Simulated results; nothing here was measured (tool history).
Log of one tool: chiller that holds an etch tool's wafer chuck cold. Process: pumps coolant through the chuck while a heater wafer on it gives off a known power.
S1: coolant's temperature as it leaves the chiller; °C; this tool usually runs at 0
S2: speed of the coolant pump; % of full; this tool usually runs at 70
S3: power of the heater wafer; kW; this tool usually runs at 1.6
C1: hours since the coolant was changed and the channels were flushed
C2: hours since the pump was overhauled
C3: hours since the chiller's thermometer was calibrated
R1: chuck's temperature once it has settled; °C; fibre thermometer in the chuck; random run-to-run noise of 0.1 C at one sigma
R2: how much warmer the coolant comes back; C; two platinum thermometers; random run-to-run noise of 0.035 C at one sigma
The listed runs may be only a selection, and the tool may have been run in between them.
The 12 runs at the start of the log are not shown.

run	day	S1	S2	S3	C1	C2	C3	R1	R2
13	76.871	-8	70	1.6	4084	3060	2076	7.3	6.4
# day 77.704: gauge calibrated
14	83.408	-8	70	1.6	4240	3217	2233	7	6.08
15	92.717	0	70	1.367	4464	3440	2456	12.8	5.22
16	100.325	0	70	1.367	4646	3623	2639	12.7	5.27
17	109.567	0	70	1.005	4868	3844	2861	9.6	3.94
18	115.104	0	88	1.537	5001	3977	2994	12.6	4.71
19	120.908	-9	70	1.6	5140	4117	3133	6.2	6.26
20	124.979	-9	70	1.6	5238	4214	3231	6.1	6.22
21	133.838	-4	72	1.701	5451	4427	3443	11.7	6.48
22	139.958	-4	72	1.701	5598	4574	3590	11.8	6.49
23	144.908	-3	87	1.701	5716	4693	3709	10.9	5.38
24	154.058	0	96	1.588	5936	4912	3929	12.2	4.58
25	160.721	0	96	1.588	6096	5072	4088	12.4	4.63
26	168.433	0	96	1.588	6281	5257	4274	12.4	4.63
27	174.512	5	70	1.6	6427	5403	4419	20.1	6.48
28	182.092	5	70	1.6	6609	5585	4601	20.1	6.45
29	186.775	5	70	1.6	6721	5697	4714	20.4	6.48
30	192.888	5	70	1.6	6868	5844	4860	20	6.53
31	197.446	5	70	1.6	6977	5953	4970	20.2	6.56
# day 203.121: chiller's thermometer calibrated
32	204.675	5	70	1.6	7150	6126	37	20.1	6.62
33	209.542	5	70	1.6	7267	6243	154	20.2	6.57

Consider 3 possible next runs. They are alternatives, not a sequence: every one starts from the tool as it was left by run 33. What does each give?
A	214.496	-6	70	1.6	7386	6362	273	?	?
B	214.496	-3	91	1.086	7386	6362	273	?	?
C	214.496	5	99	1.6	7386	6362	273	?	?

run	R1	R2
A	9	6.61
B	5.7	3.61
C	17.1	4.75
Without the tool's unlogged condition, the same runs would have read:
run	R1	R2
A	9	6.06
B	5.6	3.07
C	17.1	4.2

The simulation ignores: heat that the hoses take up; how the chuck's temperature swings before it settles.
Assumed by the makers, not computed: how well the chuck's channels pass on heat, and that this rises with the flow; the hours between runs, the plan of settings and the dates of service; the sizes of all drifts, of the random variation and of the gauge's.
